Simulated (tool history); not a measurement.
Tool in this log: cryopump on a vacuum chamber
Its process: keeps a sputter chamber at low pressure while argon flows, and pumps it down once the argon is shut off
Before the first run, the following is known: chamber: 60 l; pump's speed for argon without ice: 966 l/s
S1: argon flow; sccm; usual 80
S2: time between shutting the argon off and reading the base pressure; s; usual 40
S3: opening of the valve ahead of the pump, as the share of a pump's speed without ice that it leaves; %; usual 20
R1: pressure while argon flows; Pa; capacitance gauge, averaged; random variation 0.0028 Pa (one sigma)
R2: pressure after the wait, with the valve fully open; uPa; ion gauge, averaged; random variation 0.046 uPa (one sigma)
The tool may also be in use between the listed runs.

| run | hour | S1 | S2 | S3 | R1 | R2 |
|---|---|---|---|---|---|---|
| 1 | 0 | 80 | 40 | 20 | 0.7042 | 3.05 |
| 2 | 18.8 | 80 | 40 | 20 | 0.7016 | 3.07 |
| 3 | 36.8 | 80 | 40 | 20 | 0.7039 | 3.06 |
| 4 | 50.8 | 80 | 235 | 20 | 0.7056 | 0.95 |
| 5 | 63.3 | 103 | 40 | 20 | 0.9059 | 3.04 |
| 6 | 78.2 | 103 | 40 | 20 | 0.9071 | 3.05 |
| 7 | 93.8 | 103 | 40 | 20 | 0.9042 | 3.04 |
| 8 | 109.5 | 80 | 40 | 20 | 0.7048 | 3.07 |
| 9 | 119.5 | 80 | 40 | 24 | 0.5851 | 3.09 |
| 10 | 141.8 | 80 | 40 | 24 | 0.5899 | 3.09 |
| 11 | 160.3 | 80 | 40 | 24 | 0.5911 | 3.09 |
| 12 | 178 | 80 | 40 | 24 | 0.5862 | 3.17 |
| 13 | 190.3 | 80 | 40 | 20 | 0.7092 | 3.2 |
| 14 | 212.9 | 80 | 40 | 20 | 0.7022 | 3.16 |
| 15 | 231.7 | 80 | 40 | 28 | 0.5056 | 3.23 |
| 16 | 253.8 | 80 | 40 | 53 | 0.2721 | 3.21 |
| 17 | 266.7 | 80 | 40 | 53 | 0.2734 | 3.14 |
| 18 | 288.4 | 80 | 126 | 20 | 0.7066 | 1.5 |
| 19 | 303.1 | 80 | 126 | 20 | 0.707 | 1.5 |
| 20 | 320.9 | 88 | 23 | 27 | 0.579 | 4.99 |
| 21 | 333.9 | 83 | 54 | 44 | 0.3367 | 2.56 |
| 22 | 344.9 | 83 | 54 | 44 | 0.3383 | 2.61 |
| 23 | 359 | 83 | 54 | 44 | 0.3366 | 2.56 |
| 24 | 371 | 83 | 54 | 44 | 0.3369 | 2.54 |
| 25 | 380.6 | 83 | 39 | 44 | 0.3372 | 3.24 |
| 26 | 390.7 | 53 | 40 | 20 | 0.4674 | 3.24 |
| 27 | 402.3 | 64 | 239 | 56 | 0.2075 | 1.19 |
| 28 | 418.4 | 43 | 57 | 23 | 0.3316 | 2.5 |
| 29 | 441.3 | 124 | 27 | 20 | 1.1033 | 4.51 |
| 30 | 463.6 | 120 | 192 | 40 | 0.5361 | 1.36 |
| 31 | 483.1 | 120 | 47 | 21 | 1.0202 | 2.98 |
| 32 | 499.1 | 120 | 47 | 55 | 0.396 | 2.98 |
| 33 | 513.8 | 37 | 36 | 18 | 0.3648 | 3.72 |
| 34 | 534.3 | 145 | 169 | 20 | 1.2892 | 1.47 |
| 35 | 556.4 | 132 | 22 | 20 | 1.1703 | 5.49 |

What if the next run were any one of these 3? Each begins from the tool's condition after run 35:
| A | 568.4 | 43 | 62 | 20 | ? | ? |
| B | 568.4 | 80 | 40 | 38 | ? | ? |
| C | 568.4 | 33 | 22 | 39 | ? | ? |

| run | R1 | R2 |
|---|---|---|
| A | 0.3817 | 2.46 |
| B | 0.3777 | 3.41 |
| C | 0.1517 | 5.49 |
Had the tool no hidden state, the same runs would have come out as:
| run | R1 | R2 |
|---|---|---|
| A | 0.3763 | 1.88 |
| B | 0.3676 | 2.81 |
| C | 0.1475 | 4.89 |
